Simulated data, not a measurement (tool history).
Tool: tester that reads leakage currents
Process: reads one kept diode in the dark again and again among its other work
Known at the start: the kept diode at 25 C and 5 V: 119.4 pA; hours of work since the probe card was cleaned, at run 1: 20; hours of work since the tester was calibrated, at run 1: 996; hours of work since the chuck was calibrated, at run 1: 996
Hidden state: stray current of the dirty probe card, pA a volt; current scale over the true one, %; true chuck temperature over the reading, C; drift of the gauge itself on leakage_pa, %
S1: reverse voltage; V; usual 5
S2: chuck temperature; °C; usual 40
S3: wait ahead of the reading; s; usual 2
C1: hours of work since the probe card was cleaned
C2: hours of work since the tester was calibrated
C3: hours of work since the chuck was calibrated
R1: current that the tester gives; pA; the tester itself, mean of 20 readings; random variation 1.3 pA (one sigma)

Run 1, hour 0: usual settings; C1 20; C2 996; C3 996. Result: R1 403.69 pA.
Run 2, hour 38.4: usual settings; C1 41; C2 1018; C3 1018. Result: R1 406.01 pA.
Run 3, hour 66.4: usual settings; C1 57; C2 1033; C3 1033. Result: R1 404.58 pA.
Run 4, hour 98.4: usual settings but S1 4.01 V; C1 75; C2 1051; C3 1051. Result: R1 368.43 pA.
Run 5, hour 138.3: usual settings but S1 4.01 V; C1 97; C2 1074; C3 1074. Result: R1 368.33 pA.
At hour 144.3: chuck's temperature calibrated.
Run 6, hour 168.3: usual settings but S1 4.01 V; C1 113; C2 1089; C3 13. Result: R1 346.47 pA.
Run 7, hour 207.5: usual settings but S1 8.67 V, S2 35 °C, S3 0.67 s; C1 134; C2 1111; C3 35. Result: R1 305.14 pA.
Run 8, hour 253: usual settings but S1 3.94 V, S2 54 °C, S3 9.73 s; C1 160; C2 1136; C3 61. Result: R1 1070.51 pA.
Run 9, hour 303.3: usual settings but S1 8.96 V, S2 25 °C; C1 188; C2 1164; C3 89. Result: R1 127.01 pA.
Run 10, hour 329.1: usual settings but S1 6.99 V, S2 46 °C, S3 0.51 s; C1 202; C2 1179; C3 103. Result: R1 709.47 pA.
Run 11, hour 355.8: usual settings but S1 1.34 V, S2 36 °C, S3 1.14 s; C1 217; C2 1194; C3 118. Result: R1 156.53 pA.
Run 12, hour 380.8: usual settings but S1 9.07 V, S3 0.44 s; C1 231; C2 1208; C3 132. Result: R1 476.12 pA.

Hidden state at the last listed run before each entry between runs and at the first one after, where it differs:
Between runs 5 and 6: chuck's temperature calibrated (hour 144.3)
  stray current of the dirty probe card, pA a volt: 0.118 -> 0.133; current scale over the true one, %: -0.57 -> -0.58; true chuck temperature over the reading, C: -1.23 -> -1.97
  measured less the result without the state, R1: -42.2 -> -64.55 pA

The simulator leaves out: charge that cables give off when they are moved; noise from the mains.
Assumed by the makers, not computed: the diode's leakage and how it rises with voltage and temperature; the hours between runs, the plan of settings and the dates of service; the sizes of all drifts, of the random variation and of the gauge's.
